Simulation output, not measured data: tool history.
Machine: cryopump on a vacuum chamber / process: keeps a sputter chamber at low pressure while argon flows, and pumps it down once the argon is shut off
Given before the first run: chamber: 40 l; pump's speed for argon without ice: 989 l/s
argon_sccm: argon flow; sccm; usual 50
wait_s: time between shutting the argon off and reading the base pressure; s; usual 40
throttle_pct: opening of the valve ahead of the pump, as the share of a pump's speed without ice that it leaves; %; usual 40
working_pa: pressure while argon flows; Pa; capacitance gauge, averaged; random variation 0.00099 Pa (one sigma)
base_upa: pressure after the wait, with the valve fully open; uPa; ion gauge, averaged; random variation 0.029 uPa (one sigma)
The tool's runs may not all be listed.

| run | hour | argon_sccm | wait_s | throttle_pct | working_pa | base_upa |
|---|---|---|---|---|---|---|
| 1 | 0 | 50 | 40 | 40 | 0.233 | 2.53 |
| 2 | 21.7 | 50 | 40 | 40 | 0.2363 | 2.6 |
| 3 | 41.2 | 50 | 40 | 40 | 0.2343 | 2.65 |
| 4 | 61.3 | 50 | 40 | 40 | 0.2357 | 2.6 |
| 5 | 83.9 | 50 | 40 | 40 | 0.2379 | 2.72 |
| 6 | 102.6 | 50 | 40 | 18 | 0.4979 | 2.8 |
| 7 | 130.9 | 50 | 40 | 18 | 0.498 | 2.76 |
| 8 | 157.2 | 50 | 40 | 40 | 0.243 | 2.78 |
| 9 | 188.2 | 50 | 40 | 40 | 0.243 | 2.76 |
| 10 | 232.4 | 50 | 40 | 40 | 0.2466 | 2.78 |
| 11 | 267.7 | 50 | 40 | 40 | 0.2486 | 2.91 |
| 12 | 299.1 | 80 | 40 | 40 | 0.3988 | 2.97 |
| 13 | 331.5 | 80 | 40 | 40 | 0.4049 | 2.93 |
| 14 | 362.5 | 80 | 40 | 40 | 0.4069 | 3.09 |
| 15 | 388.9 | 45 | 40 | 40 | 0.2308 | 3.09 |
|  | 423.7 | pump warmed up, emptied and cooled again |
| 16 | 433.5 | 45 | 40 | 40 | 0.1946 | 2.42 |
| 17 | 470.2 | 45 | 40 | 40 | 0.1945 | 2.53 |
| 18 | 507.5 | 45 | 40 | 40 | 0.1977 | 2.52 |
| 19 | 549.2 | 50 | 40 | 30 | 0.2929 | 2.59 |
| 20 | 576.7 | 30 | 77 | 35 | 0.152 | 2.1 |
| 21 | 599.3 | 54 | 122 | 50 | 0.1945 | 1.91 |
| 22 | 642 | 50 | 60 | 40 | 0.2237 | 2.37 |
| 23 | 670.2 | 50 | 60 | 40 | 0.2269 | 2.34 |
| 24 | 713.7 | 31 | 46 | 40 | 0.1398 | 2.59 |
| 25 | 750.5 | 31 | 46 | 40 | 0.1413 | 2.7 |
| 26 | 768.8 | 58 | 38 | 52 | 0.2092 | 2.98 |
| 27 | 798.1 | 28 | 52 | 44 | 0.117 | 2.6 |
| 28 | 829.5 | 22 | 20 | 30 | 0.1337 | 3.97 |
| 29 | 856.1 | 30 | 40 | 52 | 0.1097 | 2.92 |
| 30 | 896.4 | 21 | 40 | 35 | 0.1112 | 2.99 |
| 31 | 941.2 | 60 | 151 | 40 | 0.2843 | 2.31 |
| 32 | 961 | 60 | 151 | 40 | 0.2861 | 2.23 |
| 33 | 990.1 | 44 | 142 | 54 | 0.1621 | 2.34 |
| 34 | 1022.3 | 44 | 142 | 54 | 0.1643 | 2.36 |

3 ways to go on from here, each from the tool as it stands after run 34. What would each give?
| A | 1045.5 | 32 | 42 | 24 | ? | ? |
| B | 1045.5 | 54 | 40 | 40 | ? | ? |
| C | 1045.5 | 90 | 33 | 48 | ? | ? |

| run | working_pa | base_upa |
|---|---|---|
| A | 0.2444 | 3.1 |
| B | 0.2603 | 3.24 |
| C | 0.3727 | 3.48 |
The same runs, with their run-to-run variation unchanged, on a tool lacking any hidden condition would have given:
| run | working_pa | base_upa |
|---|---|---|
| A | 0.2258 | 1.34 |
| B | 0.2289 | 1.46 |
| C | 0.3201 | 1.7 |
